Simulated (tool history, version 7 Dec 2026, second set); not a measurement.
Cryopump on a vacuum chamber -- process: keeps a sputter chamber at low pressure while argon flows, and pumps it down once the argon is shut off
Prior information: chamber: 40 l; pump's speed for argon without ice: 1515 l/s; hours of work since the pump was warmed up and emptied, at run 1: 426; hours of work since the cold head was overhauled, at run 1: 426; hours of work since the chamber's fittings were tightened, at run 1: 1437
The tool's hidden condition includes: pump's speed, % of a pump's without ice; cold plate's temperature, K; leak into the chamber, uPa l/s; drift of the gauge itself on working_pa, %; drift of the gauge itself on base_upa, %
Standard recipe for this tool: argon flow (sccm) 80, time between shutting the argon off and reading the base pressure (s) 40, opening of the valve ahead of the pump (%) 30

| run | hour | argon flow (sccm) | time between shutting the argon off and reading the base pressure (s) | opening of the valve ahead of the pump (%) | hours of work since the pump was warmed up and emptied | hours of work since the cold head was overhauled | hours of work since the chamber's fittings were tightened | pressure while argon flows (Pa) | pressure after the wait (uPa) |
|---|---|---|---|---|---|---|---|---|---|
| 1 | 0 | 80 | 40 | 30 | 426 | 426 | 1437 | 0.3131 | 3.81 |
| 2 | 29.7 | 80 | 40 | 30 | 442 | 442 | 1453 | 0.3158 | 3.87 |
| 3 | 50.5 | 80 | 252 | 30 | 453 | 453 | 1464 | 0.3165 | 2.25 |
| 4 | 71.8 | 56 | 40 | 30 | 464 | 464 | 1476 | 0.2224 | 3.82 |
| 5 | 88.7 | 80 | 40 | 22 | 473 | 473 | 1485 | 0.4238 | 3.96 |
| 6 | 112.8 | 80 | 40 | 22 | 486 | 486 | 1498 | 0.4227 | 3.92 |
| 7 | 137.1 | 80 | 40 | 22 | 499 | 499 | 1511 | 0.4251 | 3.82 |

Run 8, settings as shown, results not yet in. Your forecast:
| 8 | 154 | 80 | 40 | 34 | 508 | 508 | 1520 | ? | ? |

{"run 8": {"pressure while argon flows (Pa)": 0.2809, "pressure after the wait (uPa)": 4.11}}
With no hidden state in the tool, this same run would have given pressure while argon flows (Pa) 0.2601, pressure after the wait (uPa) 2.06.

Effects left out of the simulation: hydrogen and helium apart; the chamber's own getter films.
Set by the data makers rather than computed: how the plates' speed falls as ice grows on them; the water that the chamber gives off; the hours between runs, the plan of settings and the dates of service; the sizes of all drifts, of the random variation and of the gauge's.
